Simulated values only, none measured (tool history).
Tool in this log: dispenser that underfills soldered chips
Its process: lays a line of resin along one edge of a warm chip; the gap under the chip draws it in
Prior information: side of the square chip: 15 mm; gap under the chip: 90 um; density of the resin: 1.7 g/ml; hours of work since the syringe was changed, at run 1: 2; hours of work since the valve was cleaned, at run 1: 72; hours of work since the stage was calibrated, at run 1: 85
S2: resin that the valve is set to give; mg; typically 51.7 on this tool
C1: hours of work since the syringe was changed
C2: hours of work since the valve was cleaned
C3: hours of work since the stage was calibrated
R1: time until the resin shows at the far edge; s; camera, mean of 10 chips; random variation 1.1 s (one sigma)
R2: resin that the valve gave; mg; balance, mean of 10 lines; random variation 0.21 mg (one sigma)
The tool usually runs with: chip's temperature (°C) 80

Run 1, hour 0.0: usual settings; C1 2; C2 72; C3 85. Result: R1 121.7 s, R2 48.28 mg.
Run 2, hour 5.6: usual settings; C1 5; C2 76; C3 88. Result: R1 154.3 s, R2 48.56 mg.
At hour 10.1: new syringe of resin.
Run 3, hour 10.7: usual settings; C1 0; C2 79; C3 91. Result: R1 109.9 s, R2 48.47 mg.
Run 4, hour 15.8: usual settings; C1 4; C2 82; C3 95. Result: R1 135.8 s, R2 48.28 mg.
At hour 22.8: new syringe of resin.
Run 5, hour 22.8: usual settings but chip's temperature (°C) 93; C1 0; C2 86; C3 99. Result: R1 66.6 s, R2 48.12 mg.
Run 6, hour 26.0: usual settings but chip's temperature (°C) 93; C1 2; C2 88; C3 101. Result: R1 78.0 s, R2 48.02 mg.
Run 7, hour 31.1: usual settings but S2 46.8 mg; C1 5; C2 92; C3 104. Result: R1 160.8 s, R2 43.39 mg.
At hour 35.8: new syringe of resin.
Run 8, hour 35.9: usual settings but S2 46.8 mg; C1 0; C2 95; C3 107. Result: R1 111.3 s, R2 43.16 mg.
Run 9, hour 41.8: usual settings but S2 46.8 mg; C1 4; C2 98; C3 111. Result: R1 142.4 s, R2 42.94 mg.
Run 10, hour 47.5: usual settings but S2 62.1 mg; C1 8; C2 102; C3 115. Result: R1 171.8 s, R2 56.51 mg.
At hour 48.5: new syringe of resin.
Run 11, hour 51.7: usual settings but S2 66.3 mg; C1 2; C2 104; C3 117. Result: R1 117.6 s, R2 60.50 mg.
Run 12, hour 54.9: usual settings but S2 65.2 mg; C1 4; C2 107; C3 119. Result: R1 137.1 s, R2 59.22 mg.
Run 13, hour 58.4: usual settings but S2 65.2 mg; C1 6; C2 109; C3 121. Result: R1 159.2 s, R2 59.22 mg.
At hour 61.4: new syringe of resin.
Run 14, hour 64.4: usual settings but S2 65.2 mg; C1 2; C2 112; C3 125. Result: R1 121.3 s, R2 58.57 mg.
Run 15, hour 69.2: usual settings but S2 65.2 mg; C1 5; C2 116; C3 128. Result: R1 147.1 s, R2 58.78 mg.
At hour 71.1: dispensing valve cleaned and set on the balance.
At hour 74.9: new syringe of resin.
Run 16, hour 77.5: usual settings but S2 65.2 mg; C1 2; C2 4; C3 133. Result: R1 116.8 s, R2 65.96 mg.
Run 17, hour 82.8: usual settings but chip's temperature (°C) 79; C1 5; C2 7; C3 136. Result: R1 155.0 s, R2 52.09 mg.
Run 18, hour 87.0: usual settings but chip's temperature (°C) 79; C1 8; C2 10; C3 139. Result: R1 187.2 s, R2 51.69 mg.
At hour 87.7: new syringe of resin.
Run 19, hour 94.7: usual settings but chip's temperature (°C) 79; C1 5; C2 15; C3 143. Result: R1 150.2 s, R2 51.45 mg.
At hour 100.3: new syringe of resin.
Run 20, hour 101.3: usual settings but S2 49.0 mg; C1 1; C2 19; C3 148. Result: R1 112.1 s, R2 48.50 mg.
Run 21, hour 105.6: usual settings but chip's temperature (°C) 76, S2 54.4 mg; C1 3; C2 22; C3 150. Result: R1 154.2 s, R2 53.43 mg.
Run 22, hour 109.7: usual settings but chip's temperature (°C) 89, S2 47.6 mg; C1 6; C2 24; C3 153. Result: R1 116.1 s, R2 47.06 mg.
At hour 113.0: new syringe of resin.
Run 23, hour 117.7: usual settings but chip's temperature (°C) 68, S2 54.8 mg; C1 3; C2 29; C3 158. Result: R1 207.3 s, R2 53.50 mg.
Run 24, hour 122.9: usual settings but chip's temperature (°C) 68, S2 56.5 mg; C1 6; C2 32; C3 161. Result: R1 258.2 s, R2 55.31 mg.
At hour 125.9: new syringe of resin.
Run 25, hour 129.3: usual settings but chip's temperature (°C) 68, S2 56.5 mg; C1 2; C2 36; C3 165. Result: R1 195.1 s, R2 54.89 mg.
Run 26, hour 133.3: usual settings but chip's temperature (°C) 68, S2 56.5 mg; C1 5; C2 39; C3 168. Result: R1 230.7 s, R2 54.80 mg.
At hour 138.5: new syringe of resin.
Run 27, hour 138.5: usual settings but chip's temperature (°C) 69, S2 55.4 mg; C1 0; C2 42; C3 171. Result: R1 164.4 s, R2 53.61 mg.
Run 28, hour 144.1: usual settings but chip's temperature (°C) 92, S2 53.3 mg; C1 4; C2 46; C3 174. Result: R1 88.1 s, R2 50.99 mg.
At hour 151.1: new syringe of resin.
Run 29, hour 151.9: usual settings but chip's temperature (°C) 77, S2 52.9 mg; C1 0; C2 50; C3 179. Result: R1 122.5 s, R2 50.95 mg.
Run 30, hour 156.9: usual settings but chip's temperature (°C) 89, S2 51.6 mg; C1 4; C2 54; C3 182. Result: R1 95.9 s, R2 49.49 mg.
Run 31, hour 163.1: usual settings but chip's temperature (°C) 89, S2 51.6 mg; C1 8; C2 58; C3 186. Result: R1 124.1 s, R2 49.30 mg.
At hour 164.0: new syringe of resin.
Run 32, hour 167.1: usual settings but chip's temperature (°C) 84, S2 61.1 mg; C1 2; C2 60; C3 189. Result: R1 101.9 s, R2 57.95 mg.
Run 33, hour 172.9: usual settings but S2 50.4 mg; C1 6; C2 64; C3 192. Result: R1 156.9 s, R2 47.60 mg.
At hour 177.0: new syringe of resin.
Run 34, hour 180.2: usual settings but chip's temperature (°C) 67, S2 62.0 mg; C1 2; C2 68; C3 197. Result: R1 202.1 s, R2 58.56 mg.
Run 35, hour 186.2: usual settings but chip's temperature (°C) 67, S2 62.0 mg; C1 6; C2 72; C3 201. Result: R1 257.5 s, R2 58.26 mg.
At hour 189.8: new syringe of resin.
Run 36, hour 191.8: usual settings but chip's temperature (°C) 67, S2 62.0 mg; C1 1; C2 75; C3 204. Result: R1 187.6 s, R2 58.48 mg.

Below are 3 alternative next runs, each starting from the tool's condition after run 36. Predict each:
Run A, hour 198.3: usual settings but S2 61.7 mg; C1 5; C2 80; C3 208. Result: R1 ?, R2 ?.
Run B, hour 198.3: usual settings but S2 50.7 mg; C1 5; C2 80; C3 208. Result: R1 ?, R2 ?.
Run C, hour 198.3: usual settings but chip's temperature (°C) 93, S2 52.9 mg; C1 5; C2 80; C3 208. Result: R1 ?, R2 ?.

run     R1     R2
  A  147.7  57.64
  B  151.5  47.44
  C   94.5  49.53
Without the tool's hidden state the same runs would have given:
run     R1     R2
  A  106.2  61.53
  B  108.2  50.64
  C   67.5  52.88

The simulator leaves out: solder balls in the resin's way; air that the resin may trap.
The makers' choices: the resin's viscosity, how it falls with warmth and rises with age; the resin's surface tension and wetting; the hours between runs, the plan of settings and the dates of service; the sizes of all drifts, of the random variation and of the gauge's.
